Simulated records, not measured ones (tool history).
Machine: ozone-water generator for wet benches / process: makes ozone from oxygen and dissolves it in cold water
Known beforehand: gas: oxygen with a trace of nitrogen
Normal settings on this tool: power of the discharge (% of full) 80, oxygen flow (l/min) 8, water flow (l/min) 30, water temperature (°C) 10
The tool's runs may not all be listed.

run	hour	power of the discharge (% of full)	oxygen flow (l/min)	water flow (l/min)	water temperature (°C)	dissolved ozone (ppm)	ozone in the gas ahead of the water (g/m3)
1	0	80	8	30	10	21.9	166.9
2	53.8	80	8	30	10	22.2	167.2
3	99	80	8	30	10	21.9	166.7
4	132.7	80	8	30	10	22	167.8
5	179.7	80	8	25	10	25.8	166.5
6	225.5	80	14.03	30	10	21.2	117.5
7	256.5	80	14.03	30	10	21	116.8
8	296.8	80	14.03	30	10	21.2	120
9	326.2	80	8	30	18	19.9	166.6
10	386.3	80	8	30	18	19.8	168.4
11	433.8	80	8	25	10	25.9	168.9
12	485.6	80	8	25	10	25.9	167.5
13	535.6	80	8	38	10	17.8	169.1
14	592.7	58	8	30	10	17.6	135.5
15	628.9	80	8	30	10	22	167.8
16	665.3	80	10.49	30	10	21.6	143.1
17	706.3	80	10.49	30	10	22	142
18	765.2	80	11.39	43	10	15.7	134.6
19	813.9	56	6.91	39	11	13.3	143.4
20	854	80	6.11	24	14	25.7	198.7
21	884.3	80	6.11	24	14	25.5	197.7
22	944.6	44	8	30	10	14.6	111.8
23	1004.5	44	8	30	7	15.2	113.6
24	1048.9	44	8	30	7	15	111.4
25	1079.1	80	6.36	30	6	22.8	196.4
26	1114.8	80	8	21	17	25.9	170.4
27	1144.8	89	11.55	32	7	23	145.2
28	1207	89	11.55	32	7	23	146.1
29	1246.9	89	11.55	32	7	22.8	146.4
30	1293.3	51	11.55	32	16	13.6	98.5
31	1351.6	80	4.31	30	7	21.9	250.3
32	1412.7	80	12.93	30	16	19.1	125.6

Here are 5 independent what-if runs from the current tool condition. What would each one return?
A	1459	80	5.33	19	16	?	?
B	1459	80	14.07	30	10	?	?
C	1459	96	8	30	10	?	?
D	1459	65	4.6	30	16	?	?
E	1459	63	10.23	43	10	?	?

run	dissolved ozone (ppm)	ozone in the gas ahead of the water (g/m3)
A	29.9	221.8
B	20.8	120.4
C	25.2	193.7
D	17.7	210.3
E	13.3	123.3
Take away the tool's hidden state, keep each run's random variation, and the runs would have read:
run	dissolved ozone (ppm)	ozone in the gas ahead of the water (g/m3)
A	29.9	216.3
B	20.8	117.5
C	25.2	188.9
D	17.8	205.1
E	13.3	120.3
